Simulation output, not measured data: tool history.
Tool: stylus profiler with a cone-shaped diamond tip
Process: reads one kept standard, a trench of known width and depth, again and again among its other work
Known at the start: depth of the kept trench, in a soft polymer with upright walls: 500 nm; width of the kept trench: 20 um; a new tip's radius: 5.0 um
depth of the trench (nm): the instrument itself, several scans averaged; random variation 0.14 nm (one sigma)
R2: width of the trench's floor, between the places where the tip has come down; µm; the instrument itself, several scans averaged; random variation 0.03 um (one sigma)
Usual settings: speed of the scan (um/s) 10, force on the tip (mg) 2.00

run 1 hour=0.0 | speed_of_the_scan_(um/s)=10 force_on_the_tip_(mg)=2.00 | depth_of_the_trench_(nm)=504.54 R2=13.82
run 2 hour=132.9 | speed_of_the_scan_(um/s)=10 force_on_the_tip_(mg)=2.00 | depth_of_the_trench_(nm)=504.52 R2=13.81
run 3 hour=203.6 | speed_of_the_scan_(um/s)=10 force_on_the_tip_(mg)=2.00 | depth_of_the_trench_(nm)=504.40 R2=13.74
run 4 hour=319.5 | speed_of_the_scan_(um/s)=10 force_on_the_tip_(mg)=2.85 | depth_of_the_trench_(nm)=506.13 R2=13.78
run 5 hour=428.5 | speed_of_the_scan_(um/s)=10 force_on_the_tip_(mg)=2.00 | depth_of_the_trench_(nm)=504.40 R2=13.77
run 6 hour=554.0 | speed_of_the_scan_(um/s)=26 force_on_the_tip_(mg)=2.00 | depth_of_the_trench_(nm)=504.23 R2=13.61
run 7 hour=694.6 | speed_of_the_scan_(um/s)=26 force_on_the_tip_(mg)=2.00 | depth_of_the_trench_(nm)=503.97 R2=13.50
run 8 hour=757.9 | speed_of_the_scan_(um/s)=26 force_on_the_tip_(mg)=2.00 | depth_of_the_trench_(nm)=504.00 R2=13.50
-- hour=779.1 new tip fitted, height scale calibrated
run 9 hour=855.4 | speed_of_the_scan_(um/s)=10 force_on_the_tip_(mg)=2.00 | depth_of_the_trench_(nm)=506.93 R2=15.55
run 10 hour=965.3 | speed_of_the_scan_(um/s)=10 force_on_the_tip_(mg)=2.38 | depth_of_the_trench_(nm)=507.53 R2=15.59
run 11 hour=1041.7 | speed_of_the_scan_(um/s)=10 force_on_the_tip_(mg)=2.00 | depth_of_the_trench_(nm)=506.53 R2=15.52
run 12 hour=1100.5 | speed_of_the_scan_(um/s)=10 force_on_the_tip_(mg)=2.00 | depth_of_the_trench_(nm)=506.67 R2=15.45
run 13 hour=1235.2 | speed_of_the_scan_(um/s)=10 force_on_the_tip_(mg)=2.00 | depth_of_the_trench_(nm)=506.55 R2=15.43
run 14 hour=1349.6 | speed_of_the_scan_(um/s)=10 force_on_the_tip_(mg)=2.00 | depth_of_the_trench_(nm)=506.05 R2=15.38
run 15 hour=1460.7 | speed_of_the_scan_(um/s)=10 force_on_the_tip_(mg)=2.00 | depth_of_the_trench_(nm)=506.29 R2=15.40
run 16 hour=1535.3 | speed_of_the_scan_(um/s)=10 force_on_the_tip_(mg)=2.00 | depth_of_the_trench_(nm)=506.11 R2=15.26
run 17 hour=1597.9 | speed_of_the_scan_(um/s)=10 force_on_the_tip_(mg)=2.00 | depth_of_the_trench_(nm)=506.07 R2=15.35
run 18 hour=1677.9 | speed_of_the_scan_(um/s)=10 force_on_the_tip_(mg)=2.00 | depth_of_the_trench_(nm)=505.87 R2=15.30
run 19 hour=1806.8 | speed_of_the_scan_(um/s)=10 force_on_the_tip_(mg)=2.00 | depth_of_the_trench_(nm)=505.65 R2=15.23
run 20 hour=1908.5 | speed_of_the_scan_(um/s)=10 force_on_the_tip_(mg)=2.00 | depth_of_the_trench_(nm)=505.86 R2=15.23
run 21 hour=2014.2 | speed_of_the_scan_(um/s)=10 force_on_the_tip_(mg)=2.00 | depth_of_the_trench_(nm)=505.57 R2=15.14
run 22 hour=2099.1 | speed_of_the_scan_(um/s)=10 force_on_the_tip_(mg)=2.00 | depth_of_the_trench_(nm)=505.94 R2=15.11
run 23 hour=2237.5 | speed_of_the_scan_(um/s)=10 force_on_the_tip_(mg)=2.00 | depth_of_the_trench_(nm)=505.65 R2=15.08
run 24 hour=2379.6 | speed_of_the_scan_(um/s)=10 force_on_the_tip_(mg)=1.16 | depth_of_the_trench_(nm)=503.29 R2=15.00
run 25 hour=2466.1 | speed_of_the_scan_(um/s)=4 force_on_the_tip_(mg)=2.24 | depth_of_the_trench_(nm)=505.95 R2=14.97
run 26 hour=2569.3 | speed_of_the_scan_(um/s)=6 force_on_the_tip_(mg)=0.83 | depth_of_the_trench_(nm)=502.11 R2=14.97
run 27 hour=2705.9 | speed_of_the_scan_(um/s)=4 force_on_the_tip_(mg)=1.51 | depth_of_the_trench_(nm)=503.85 R2=14.98
-- hour=2713.3 height scale calibrated on a step standard
run 28 hour=2849.1 | speed_of_the_scan_(um/s)=33 force_on_the_tip_(mg)=4.90 | depth_of_the_trench_(nm)=509.34 R2=14.79
run 29 hour=2969.0 | speed_of_the_scan_(um/s)=5 force_on_the_tip_(mg)=1.52 | depth_of_the_trench_(nm)=502.31 R2=14.84
run 30 hour=3096.6 | speed_of_the_scan_(um/s)=5 force_on_the_tip_(mg)=1.13 | depth_of_the_trench_(nm)=501.29 R2=14.82
run 31 hour=3188.1 | speed_of_the_scan_(um/s)=5 force_on_the_tip_(mg)=1.13 | depth_of_the_trench_(nm)=501.27 R2=14.76
run 32 hour=3259.0 | speed_of_the_scan_(um/s)=5 force_on_the_tip_(mg)=1.13 | depth_of_the_trench_(nm)=501.38 R2=14.75
-- hour=3331.3 height scale calibrated on a step standard, once more
run 33 hour=3334.7 | speed_of_the_scan_(um/s)=10 force_on_the_tip_(mg)=2.84 | depth_of_the_trench_(nm)=508.51 R2=14.73
run 34 hour=3440.2 | speed_of_the_scan_(um/s)=10 force_on_the_tip_(mg)=2.63 | depth_of_the_trench_(nm)=507.83 R2=14.68
run 35 hour=3576.8 | speed_of_the_scan_(um/s)=10 force_on_the_tip_(mg)=2.63 | depth_of_the_trench_(nm)=507.47 R2=14.63

Forecast run 36:
run 36 hour=3653.2 | speed_of_the_scan_(um/s)=15 force_on_the_tip_(mg)=0.82 | depth_of_the_trench_(nm)=? R2=?

Run 36 gave depth of the trench (nm) 503.15, R2 14.49 µm.
Without the tool's hidden state the same run would have given depth of the trench (nm) 503.71, R2 15.45 µm.

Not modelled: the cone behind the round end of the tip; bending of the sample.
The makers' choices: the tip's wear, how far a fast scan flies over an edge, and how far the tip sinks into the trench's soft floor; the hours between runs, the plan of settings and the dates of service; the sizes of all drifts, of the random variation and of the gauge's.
